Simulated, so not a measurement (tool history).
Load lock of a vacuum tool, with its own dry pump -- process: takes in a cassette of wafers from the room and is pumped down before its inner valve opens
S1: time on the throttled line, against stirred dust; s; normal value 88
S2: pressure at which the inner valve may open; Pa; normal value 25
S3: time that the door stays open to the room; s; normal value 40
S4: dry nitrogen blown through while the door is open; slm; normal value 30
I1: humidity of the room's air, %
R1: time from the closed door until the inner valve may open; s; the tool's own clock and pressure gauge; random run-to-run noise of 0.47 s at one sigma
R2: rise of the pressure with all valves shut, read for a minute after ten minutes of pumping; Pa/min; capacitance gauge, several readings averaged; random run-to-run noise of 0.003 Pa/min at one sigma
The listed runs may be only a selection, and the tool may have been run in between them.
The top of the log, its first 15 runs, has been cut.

Run 16, hour 5545.0: usual settings but S1 174 s, S3 27 s; I1 42.7. Result: R1 190.5 s, R2 0.009 Pa/min.
Run 17, hour 5806.3: usual settings but S1 174 s, S3 27 s; I1 47.6. Result: R1 189.6 s, R2 0.011 Pa/min.
At hour 6106.1: dry pump taken out, an overhauled one fitted.
Run 18, hour 6181.9: usual settings but S1 174 s, S3 27 s, S4 11 slm; I1 43.4. Result: R1 190.4 s, R2 0.018 Pa/min.
Run 19, hour 6594.9: usual settings but S4 7 slm; I1 45.3. Result: R1 113.1 s, R2 0.019 Pa/min.
Run 20, hour 6827.0: usual settings but S1 67 s, S2 23 Pa, S3 51 s, S4 4 slm; I1 47.0. Result: R1 94.8 s, R2 0.028 Pa/min.
Run 21, hour 7332.8: usual settings but S1 135 s, S2 33 Pa, S4 24 slm; I1 44.3. Result: R1 154.5 s, R2 0.005 Pa/min.
Run 22, hour 7668.8: usual settings but S1 69 s, S2 23 Pa, S4 42 slm; I1 46.0. Result: R1 96.6 s, R2 0.009 Pa/min.
Run 23, hour 7901.8: usual settings but S1 69 s, S2 23 Pa, S4 42 slm; I1 48.6. Result: R1 96.7 s, R2 0.017 Pa/min.
Run 24, hour 8235.7: usual settings but S1 169 s; I1 44.5. Result: R1 185.8 s, R2 0.012 Pa/min.
Run 25, hour 8497.2: usual settings but S1 169 s; I1 44.7. Result: R1 186.4 s, R2 0.014 Pa/min.
Run 26, hour 8748.5: usual settings but S1 84 s, S2 34 Pa, S3 88 s, S4 33 slm; I1 45.5. Result: R1 108.5 s, R2 0.016 Pa/min.
Run 27, hour 9158.6: usual settings but S1 84 s, S2 34 Pa, S3 88 s, S4 33 slm; I1 46.2. Result: R1 108.4 s, R2 0.012 Pa/min.
Run 28, hour 9377.1: usual settings but S1 84 s, S2 34 Pa, S3 88 s, S4 33 slm; I1 45.2. Result: R1 108.4 s, R2 0.017 Pa/min.
Run 29, hour 9591.8: usual settings but S1 84 s, S2 30 Pa, S3 83 s, S4 33 slm; I1 42.6. Result: R1 109.2 s, R2 0.012 Pa/min.
Run 30, hour 9930.3: usual settings but S1 136 s, S4 28 slm; I1 43.6. Result: R1 157.9 s, R2 0.014 Pa/min.
Run 31, hour 10317.3: usual settings but S1 80 s, S3 136 s, S4 28 slm; I1 47.7. Result: R1 106.0 s, R2 0.033 Pa/min.

Alternative continuations, all from the tool just after run 31; predict every row:
Run A, hour 10736.7: usual settings but S1 78 s, S3 136 s, S4 13 slm; I1 45.5. Result: R1 ?, R2 ?.
Run B, hour 10736.7: usual settings but S1 80 s, S3 50 s, S4 29 slm; I1 42.6. Result: R1 ?, R2 ?.
Run C, hour 10736.7: usual settings but S1 117 s, S3 143 s; I1 44.4. Result: R1 ?, R2 ?.

run     R1     R2
  A  104.5  0.039
  B  107.0  0.012
  C  140.4  0.023
Stripped of hidden state, with their random variation kept, the same runs would have yielded:
run     R1     R2
  A  104.5  0.038
  B  107.0  0.012
  C  140.4  0.023
